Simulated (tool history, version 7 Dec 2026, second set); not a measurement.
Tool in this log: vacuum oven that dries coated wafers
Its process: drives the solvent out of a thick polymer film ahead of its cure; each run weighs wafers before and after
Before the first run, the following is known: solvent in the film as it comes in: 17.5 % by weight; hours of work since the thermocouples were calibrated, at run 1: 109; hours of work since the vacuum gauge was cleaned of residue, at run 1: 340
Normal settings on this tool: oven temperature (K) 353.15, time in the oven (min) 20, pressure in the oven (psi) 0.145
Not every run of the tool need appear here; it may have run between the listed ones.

| run | hour | oven temperature (K) | time in the oven (min) | pressure in the oven (psi) | hours of work since the thermocouples were calibrated | hours of work since the vacuum gauge was cleaned of residue | solvent left in the film (%) |
|---|---|---|---|---|---|---|---|
| 1 | 0 | 353.15 | 20 | 0.145 | 109 | 340 | 4.38 |
| 2 | 10.5 | 353.15 | 20 | 0.145 | 115 | 346 | 4.28 |
| 3 | 21.3 | 364.15 | 20 | 0.145 | 122 | 352 | 1.88 |
| 4 | 34.3 | 364.15 | 20 | 0.145 | 129 | 359 | 1.87 |
| 5 | 42.3 | 364.15 | 20 | 0.145 | 134 | 364 | 1.91 |
| 6 | 49.9 | 353.15 | 20 | 0.252 | 138 | 368 | 4.8 |
| 7 | 62.2 | 353.15 | 20 | 0.122 | 145 | 375 | 4.29 |
| 8 | 75 | 358.15 | 20 | 0.145 | 152 | 383 | 3.01 |
| 9 | 87 | 353.15 | 20 | 0.083 | 159 | 390 | 3.99 |
| 10 | 100 | 353.15 | 20 | 0.145 | 167 | 397 | 4.34 |
| 11 | 111.3 | 353.15 | 20 | 0.145 | 173 | 403 | 4.3 |
| 12 | 124.6 | 353.15 | 20 | 0.11 | 181 | 411 | 4 |
| 13 | 135.4 | 353.15 | 20 | 0.11 | 187 | 417 | 4.21 |
| 14 | 143.4 | 353.15 | 17 | 0.145 | 191 | 422 | 5.05 |
| 15 | 154.7 | 353.15 | 14 | 0.145 | 198 | 428 | 5.93 |
| 16 | 160.8 | 353.15 | 14 | 0.145 | 201 | 432 | 6.05 |
| 17 | 168.8 | 353.15 | 11 | 0.145 | 206 | 436 | 7.28 |
| 18 | 178 | 347.15 | 20 | 0.145 | 211 | 441 | 5.95 |
| 19 | 187.2 | 353.15 | 20 | 0.145 | 216 | 447 | 4.32 |
| 20 | 196.8 | 353.15 | 12 | 0.145 | 222 | 452 | 6.76 |
| 21 | 209.8 | 356.15 | 30 | 0.283 | 229 | 460 | 2.5 |
| 22 | 222 | 362.15 | 22 | 0.415 | 236 | 467 | 2.79 |
| 23 | 230.8 | 340.15 | 28 | 0.31 | 241 | 472 | 7.22 |
| 24 | 240.1 | 360.15 | 12 | 0.145 | 247 | 477 | 4.92 |
| 25 | 252.6 | 366.15 | 20 | 0.286 | 254 | 484 | 1.92 |
| 26 | 259.7 | 353.15 | 12 | 0.257 | 258 | 488 | 7.23 |
| 27 | 267.4 | 354.15 | 12 | 0.257 | 262 | 493 | 6.86 |
| 28 | 274.5 | 354.15 | 12 | 0.257 | 266 | 497 | 6.81 |
| 29 | 287.2 | 353.15 | 20 | 0.145 | 273 | 504 | 4.31 |
| 30 | 297.8 | 364.15 | 17 | 0.2 | 280 | 510 | 2.57 |
| 31 | 304.8 | 364.15 | 17 | 0.2 | 283 | 514 | 2.56 |
| 32 | 316.6 | 364.15 | 17 | 0.2 | 290 | 521 | 2.52 |
| 33 | 324.2 | 340.15 | 20 | 0.287 | 295 | 525 | 8.7 |
| 34 | 334.3 | 356.15 | 20 | 0.579 | 300 | 531 | 5.2 |
| 35 | 346.2 | 356.15 | 30 | 0.249 | 307 | 538 | 2.33 |
| 36 | 354.6 | 356.15 | 23 | 0.35 | 312 | 542 | 3.69 |
| 37 | 360.8 | 356.15 | 23 | 0.35 | 315 | 546 | 3.67 |
| 38 | 372 | 365.15 | 20 | 0.145 | 322 | 552 | 1.67 |
| 39 | 379.6 | 353.15 | 20 | 0.083 | 326 | 557 | 3.86 |
| 40 | 391.6 | 341.15 | 21 | 0.09 | 333 | 564 | 7.02 |

Alternative continuations, all from the tool just after run 40; predict every row:
| A | 400.1 | 346.15 | 20 | 0.145 | 338 | 568 | ? |
| B | 400.1 | 353.15 | 24 | 0.241 | 338 | 568 | ? |
| C | 400.1 | 357.15 | 13 | 0.106 | 338 | 568 | ? |

| run | solvent left in the film (%) |
|---|---|
| A | 6.14 |
| B | 3.64 |
| C | 5.15 |
Take away the tool's hidden state, keep each run's random variation, and the runs would have read:
| run | solvent left in the film (%) |
|---|---|
| A | 6.27 |
| B | 3.76 |
| C | 5.29 |
